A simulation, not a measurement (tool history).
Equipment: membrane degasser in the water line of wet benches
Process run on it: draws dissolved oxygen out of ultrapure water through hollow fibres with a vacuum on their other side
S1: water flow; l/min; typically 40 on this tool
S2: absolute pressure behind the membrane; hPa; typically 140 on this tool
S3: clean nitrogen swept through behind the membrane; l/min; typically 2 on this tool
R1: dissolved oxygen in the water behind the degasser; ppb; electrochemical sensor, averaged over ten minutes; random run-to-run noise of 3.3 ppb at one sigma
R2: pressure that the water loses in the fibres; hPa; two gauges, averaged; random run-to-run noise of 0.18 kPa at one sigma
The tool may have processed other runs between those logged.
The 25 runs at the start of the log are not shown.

Run 26, hour 1723.9: usual settings but S1 32 l/min, S2 85 hPa, S3 1.68 l/min. Result: R1 230.4 ppb, R2 256.8 hPa.
Run 27, hour 1777.8: usual settings but S1 32 l/min, S2 85 hPa, S3 1.68 l/min. Result: R1 231.4 ppb, R2 260.3 hPa.
Run 28, hour 1844.2: usual settings but S1 62 l/min, S2 85 hPa, S3 2.52 l/min. Result: R1 304.9 ppb, R2 500 hPa.
Run 29, hour 1888.2: usual settings but S1 60 l/min, S2 155 hPa, S3 1.1 l/min. Result: R1 1163.3 ppb, R2 486.3 hPa.
Run 30, hour 1991.5: usual settings but S1 60 l/min, S2 155 hPa, S3 1.1 l/min. Result: R1 1136.1 ppb, R2 486.8 hPa.
Run 31, hour 2038.8: usual settings but S1 47 l/min, S2 107 hPa, S3 3.17 l/min. Result: R1 267.9 ppb, R2 382 hPa.
Run 32, hour 2104.7: usual settings but S1 47 l/min, S2 107 hPa, S3 3.17 l/min. Result: R1 263 ppb, R2 379.4 hPa.
Run 33, hour 2198: usual settings but S1 28 l/min, S2 183 hPa, S3 1.14 l/min. Result: R1 759.3 ppb, R2 229.1 hPa.

What if the next run were any one of these 3? Each begins from the tool's condition after run 33:
Run A, hour 2279.7: usual settings but S1 59 l/min, S2 194 hPa, S3 5.59 l/min. Result: R1 ?, R2 ?.
Run B, hour 2279.7: usual settings but S2 301 hPa. Result: R1 ?, R2 ?.
Run C, hour 2279.7: usual settings but S1 28 l/min, S2 183 hPa, S3 1 l/min. Result: R1 ?, R2 ?.

run      R1     R2
  A   414.4  480.7
  B  1078.5  322.1
  C   841.8  228.3
Without the tool's hidden state the same runs would have given:
run      R1     R2
  A   404.7  464.4
  B  1065.5  311.1
  C   829.3  220.6

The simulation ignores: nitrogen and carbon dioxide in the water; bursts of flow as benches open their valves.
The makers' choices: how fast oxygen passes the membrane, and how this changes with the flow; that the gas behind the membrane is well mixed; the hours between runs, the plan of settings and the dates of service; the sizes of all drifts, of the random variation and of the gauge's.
